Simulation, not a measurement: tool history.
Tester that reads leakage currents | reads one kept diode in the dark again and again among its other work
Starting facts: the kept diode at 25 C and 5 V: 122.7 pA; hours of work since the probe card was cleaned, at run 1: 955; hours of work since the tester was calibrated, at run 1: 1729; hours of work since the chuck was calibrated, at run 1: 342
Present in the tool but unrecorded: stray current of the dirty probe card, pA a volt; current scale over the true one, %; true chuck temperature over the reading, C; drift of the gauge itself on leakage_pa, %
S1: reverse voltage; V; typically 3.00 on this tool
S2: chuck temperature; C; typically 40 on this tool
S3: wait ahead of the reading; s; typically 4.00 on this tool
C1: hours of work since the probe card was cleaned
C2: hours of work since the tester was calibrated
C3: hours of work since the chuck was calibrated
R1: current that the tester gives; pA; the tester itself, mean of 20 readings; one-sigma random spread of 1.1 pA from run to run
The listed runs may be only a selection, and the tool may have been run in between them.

Run 1, hour 0.0: usual settings; C1 955; C2 1729; C3 342. Result: R1 343.67 pA.
Run 2, hour 36.7: usual settings but S3 0.59 s; C1 982; C2 1756; C3 370. Result: R1 345.40 pA.
Run 3, hour 60.7: usual settings but S3 0.59 s; C1 1000; C2 1774; C3 388. Result: R1 343.27 pA.
Run 4, hour 101.0: usual settings but S1 2.26 V; C1 1030; C2 1805; C3 418. Result: R1 299.31 pA.
Run 5, hour 122.6: usual settings but S1 2.26 V; C1 1047; C2 1821; C3 434. Result: R1 298.74 pA.
Run 6, hour 141.2: usual settings but S1 2.26 V; C1 1061; C2 1835; C3 448. Result: R1 298.64 pA.
Run 7, hour 168.9: usual settings but S1 2.26 V; C1 1081; C2 1855; C3 469. Result: R1 298.86 pA.
Run 8, hour 202.7: usual settings but S3 0.39 s; C1 1107; C2 1881; C3 494. Result: R1 341.11 pA.
Run 9, hour 220.4: usual settings; C1 1120; C2 1894; C3 507. Result: R1 339.88 pA.
Run 10, hour 237.2: usual settings; C1 1132; C2 1907; C3 520. Result: R1 341.34 pA.
Run 11, hour 272.0: usual settings; C1 1159; C2 1933; C3 546. Result: R1 339.18 pA.
Run 12, hour 306.1: usual settings; C1 1184; C2 1958; C3 571. Result: R1 335.59 pA.
Run 13, hour 335.4: usual settings; C1 1206; C2 1980; C3 593. Result: R1 337.72 pA.
Run 14, hour 366.1: usual settings; C1 1229; C2 2003; C3 616. Result: R1 336.81 pA.
Run 15, hour 402.1: usual settings; C1 1256; C2 2030; C3 643. Result: R1 335.19 pA.
Run 16, hour 440.6: usual settings but S3 0.58 s; C1 1285; C2 2059; C3 672. Result: R1 337.93 pA.
Run 17, hour 463.2: usual settings but S3 0.58 s; C1 1302; C2 2076; C3 689. Result: R1 334.96 pA.
Run 18, hour 480.2: usual settings but S2 51 C, S3 0.39 s; C1 1314; C2 2089; C3 702. Result: R1 800.01 pA.

Predict the results of run 19:
Run 19, hour 510.9: usual settings but S2 51 C, S3 0.39 s; C1 1337; C2 2112; C3 725. Result: R1 ?.

Run 19 measured R1 795.53 pA.
The same run, on a tool lacking any hidden state, would have yielded R1 837.36 pA.
